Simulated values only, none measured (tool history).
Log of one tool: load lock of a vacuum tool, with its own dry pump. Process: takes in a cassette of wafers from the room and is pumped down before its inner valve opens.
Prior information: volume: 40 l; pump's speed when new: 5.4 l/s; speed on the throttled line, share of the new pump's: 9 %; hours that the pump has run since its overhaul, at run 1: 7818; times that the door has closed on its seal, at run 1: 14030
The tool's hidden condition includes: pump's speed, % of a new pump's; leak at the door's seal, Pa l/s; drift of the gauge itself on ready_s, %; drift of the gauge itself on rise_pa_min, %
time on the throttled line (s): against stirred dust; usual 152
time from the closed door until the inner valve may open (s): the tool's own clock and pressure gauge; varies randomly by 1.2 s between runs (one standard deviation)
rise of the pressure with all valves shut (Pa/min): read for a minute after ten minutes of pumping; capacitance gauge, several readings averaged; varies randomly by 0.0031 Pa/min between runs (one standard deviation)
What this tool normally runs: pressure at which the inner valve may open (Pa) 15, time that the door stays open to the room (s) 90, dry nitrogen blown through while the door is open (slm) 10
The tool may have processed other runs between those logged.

| run | day | time on the throttled line (s) | pressure at which the inner valve may open (Pa) | time that the door stays open to the room (s) | dry nitrogen blown through while the door is open (slm) | hours that the pump has run since its overhaul | times that the door has closed on its seal | incoming humidity of the room's air, % | time from the closed door until the inner valve may open (s) | rise of the pressure with all valves shut (Pa/min) |
|---|---|---|---|---|---|---|---|---|---|---|
| 1 | 0.000 | 152 | 15 | 90 | 10 | 7818 | 14030 | 44.3 | 203.7 | 0.065 |
| 2 | 11.433 | 152 | 15 | 90 | 10 | 8092 | 14583 | 44.3 | 203.7 | 0.064 |
| 3 | 22.462 | 152 | 15 | 90 | 6 | 8357 | 15118 | 46.9 | 204.3 | 0.072 |
| 4 | 36.004 | 152 | 15 | 90 | 5 | 8682 | 15773 | 45.5 | 204.5 | 0.074 |
| 5 | 51.762 | 152 | 15 | 90 | 5 | 9060 | 16536 | 47.7 | 204.9 | 0.073 |
| 6 | 72.262 | 152 | 15 | 90 | 5 | 9552 | 17529 | 46.3 | 204.4 | 0.070 |
| 7 | 97.683 | 152 | 15 | 90 | 37 | 10162 | 18760 | 45.8 | 204.7 | 0.041 |
| 8 | 111.421 | 152 | 12 | 90 | 10 | 10492 | 19425 | 44.9 | 205.4 | 0.063 |
| 9 | 130.321 | 152 | 15 | 90 | 21 | 10945 | 20340 | 44.2 | 201.5 | 0.047 |
| 10 | 153.450 | 152 | 15 | 40 | 10 | 11500 | 21460 | 44.0 | 202.4 | 0.050 |
| 11 | 169.225 | 152 | 15 | 40 | 10 | 11879 | 22224 | 47.0 | 204.9 | 0.051 |
| 12 | 188.550 | 152 | 15 | 40 | 10 | 12343 | 23160 | 45.4 | 204.4 | 0.050 |
|  | 197.204 | dry pump taken out, an overhauled one fitted |
| 13 | 204.646 | 152 | 15 | 40 | 10 | 179 | 23927 | 43.9 | 203.3 | 0.048 |
| 14 | 228.704 | 152 | 15 | 71 | 10 | 756 | 25092 | 44.9 | 203.1 | 0.064 |
| 15 | 241.829 | 152 | 15 | 46 | 10 | 1071 | 25728 | 42.9 | 202.3 | 0.053 |
|  | 244.217 | door's seal changed, seat wiped |
| 16 | 263.600 | 152 | 15 | 60 | 10 | 1592 | 938 | 44.2 | 203.9 | 0.053 |
| 17 | 280.088 | 152 | 15 | 60 | 10 | 1988 | 1737 | 43.8 | 202.9 | 0.059 |
| 18 | 304.233 | 152 | 15 | 60 | 10 | 2567 | 2906 | 44.1 | 203.6 | 0.059 |
| 19 | 321.504 | 152 | 15 | 60 | 10 | 2982 | 3742 | 44.9 | 203.7 | 0.054 |
| 20 | 332.879 | 128 | 10 | 55 | 27 | 3255 | 4293 | 43.9 | 185.3 | 0.033 |
| 21 | 358.029 | 128 | 10 | 51 | 27 | 3858 | 5511 | 44.7 | 183.4 | 0.037 |
| 22 | 379.867 | 253 | 22 | 90 | 10 | 4382 | 6568 | 46.1 | 290.8 | 0.064 |
| 23 | 399.908 | 180 | 15 | 209 | 21 | 4863 | 7539 | 44.7 | 230.1 | 0.069 |
| 24 | 420.950 | 180 | 15 | 209 | 21 | 5368 | 8558 | 47.1 | 228.0 | 0.066 |
| 25 | 443.846 | 152 | 15 | 90 | 25 | 5918 | 9666 | 47.0 | 203.7 | 0.050 |
| 26 | 461.879 | 152 | 15 | 90 | 25 | 6351 | 10540 | 47.7 | 203.8 | 0.051 |
| 27 | 487.517 | 112 | 30 | 74 | 4 | 6966 | 11781 | 42.9 | 162.6 | 0.069 |
| 28 | 502.108 | 142 | 15 | 90 | 10 | 7316 | 12487 | 43.1 | 195.5 | 0.054 |
| 29 | 519.862 | 160 | 13 | 82 | 10 | 7742 | 13347 | 45.1 | 210.8 | 0.064 |
| 30 | 533.167 | 103 | 13 | 141 | 10 | 8062 | 13991 | 45.0 | 160.9 | 0.067 |
| 31 | 556.158 | 152 | 15 | 134 | 13 | 8613 | 15105 | 44.2 | 203.4 | 0.068 |
| 32 | 566.671 | 152 | 15 | 103 | 8 | 8866 | 15614 | 45.8 | 204.0 | 0.072 |
| 33 | 592.008 | 152 | 15 | 103 | 8 | 9474 | 16841 | 46.0 | 203.3 | 0.070 |
| 34 | 616.867 | 151 | 21 | 103 | 8 | 10070 | 18045 | 47.6 | 201.3 | 0.074 |
| 35 | 629.512 | 151 | 21 | 103 | 8 | 10374 | 18657 | 45.3 | 201.6 | 0.071 |
| 36 | 652.358 | 151 | 21 | 103 | 8 | 10922 | 19763 | 48.1 | 200.5 | 0.076 |

Alternative continuations, all from the tool just after run 36; predict every row:
| A | 665.629 | 152 | 25 | 90 | 10 | 11241 | 20406 | 46.0 | ? | ? |
| B | 665.629 | 151 | 26 | 29 | 12 | 11241 | 20406 | 46.0 | ? | ? |
| C | 665.629 | 152 | 12 | 90 | 4 | 11241 | 20406 | 47.8 | ? | ? |
| D | 665.629 | 201 | 22 | 110 | 8 | 11241 | 20406 | 45.7 | ? | ? |
| E | 665.629 | 84 | 21 | 103 | 8 | 11241 | 20406 | 47.6 | ? | ? |

| run | time from the closed door until the inner valve may open (s) | rise of the pressure with all valves shut (Pa/min) |
|---|---|---|
| A | 200.8 | 0.063 |
| B | 200.7 | 0.045 |
| C | 206.4 | 0.079 |
| D | 246.0 | 0.074 |
| E | 138.9 | 0.073 |
The same runs, with their run-to-run variation unchanged, on a tool lacking any hidden condition would have given:
| run | time from the closed door until the inner valve may open (s) | rise of the pressure with all valves shut (Pa/min) |
|---|---|---|
| A | 200.8 | 0.062 |
| B | 200.7 | 0.044 |
| C | 206.3 | 0.078 |
| D | 246.0 | 0.073 |
| E | 138.9 | 0.073 |
